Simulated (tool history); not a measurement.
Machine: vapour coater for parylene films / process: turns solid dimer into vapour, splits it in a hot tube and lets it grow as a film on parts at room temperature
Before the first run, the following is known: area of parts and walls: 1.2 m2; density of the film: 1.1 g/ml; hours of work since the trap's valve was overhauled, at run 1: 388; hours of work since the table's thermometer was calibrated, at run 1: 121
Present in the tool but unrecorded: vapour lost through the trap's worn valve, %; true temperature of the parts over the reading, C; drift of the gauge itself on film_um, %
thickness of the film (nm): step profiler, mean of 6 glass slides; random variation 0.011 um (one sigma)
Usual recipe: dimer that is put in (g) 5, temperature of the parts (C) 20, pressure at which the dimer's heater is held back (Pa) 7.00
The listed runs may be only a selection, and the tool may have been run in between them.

run	day	dimer that is put in (g)	temperature of the parts (C)	pressure at which the dimer's heater is held back (Pa)	hours of work since the trap's valve was overhauled	hours of work since the table's thermometer was calibrated	thickness of the film (nm)
1	0.000	5	20	7.00	388	121	1660
2	1.021	5	20	7.00	398	131	1660
3	2.754	5	20	7.00	415	149	1640
4	3.862	5	20	2.32	427	160	2050
5	4.754	5	20	2.32	436	169	2040
6	5.867	3	20	7.00	447	181	970
7	7.112	3	20	7.00	460	193	980
8	8.371	3	20	7.00	472	206	980
9	9.433	5	24	7.00	483	217	1490
10	10.296	5	20	4.07	492	225	1800
11	11.175	5	26	7.00	501	234	1430
# day 12.038: trap's valve overhauled
12	12.771	5	22	7.00	7	249	1740
13	13.883	5	22	9.92	19	260	1600
14	15.254	6	20	7.00	33	274	2150
15	16.842	6	20	7.00	49	290	2140
16	17.829	6	20	7.00	59	300	2130
17	18.942	5	20	7.00	70	311	1780
18	20.138	5	20	7.00	82	323	1750
19	21.042	5	20	7.00	91	332	1770
20	22.671	5	20	7.00	108	349	1770
21	23.883	8	17	7.00	120	361	3020
22	24.908	5	20	9.19	130	372	1670
23	25.742	5	19	7.00	139	380	1800
24	27.125	5	30	2.16	153	394	1800
25	28.217	7	27	2.16	164	405	2690
26	29.308	7	27	2.16	175	416	2690
27	30.417	7	27	2.16	186	427	2680
28	32.096	7	13	5.52	203	444	2980
29	33.379	7	13	5.52	216	457	2970
30	35.146	3	21	8.23	234	475	970
31	36.450	6	16	5.63	247	488	2360
32	37.525	3	13	2.46	258	499	1480
33	38.692	3	13	2.46	270	511	1490
34	39.800	2	17	2.46	281	522	900
35	41.308	4	25	9.32	296	538	1150
36	42.283	4	25	9.32	306	547	1170
37	43.675	5	16	7.00	320	562	1840
38	44.671	5	16	7.00	330	572	1840
39	45.562	4	25	7.17	339	581	1190

Below are 4 alternative next runs, each starting from the tool's condition after run 39. Predict each:
A	46.829	5	16	7.00	352	593	?
B	46.829	3	20	7.00	352	593	?
C	46.829	5	20	6.41	352	593	?
D	46.829	3	20	7.00	352	593	?

run	thickness of the film (nm)
A	1820
B	990
C	1710
D	1000
Without the tool's unlogged condition, the same runs would have read:
run	thickness of the film (nm)
A	1970
B	1070
C	1850
D	1080
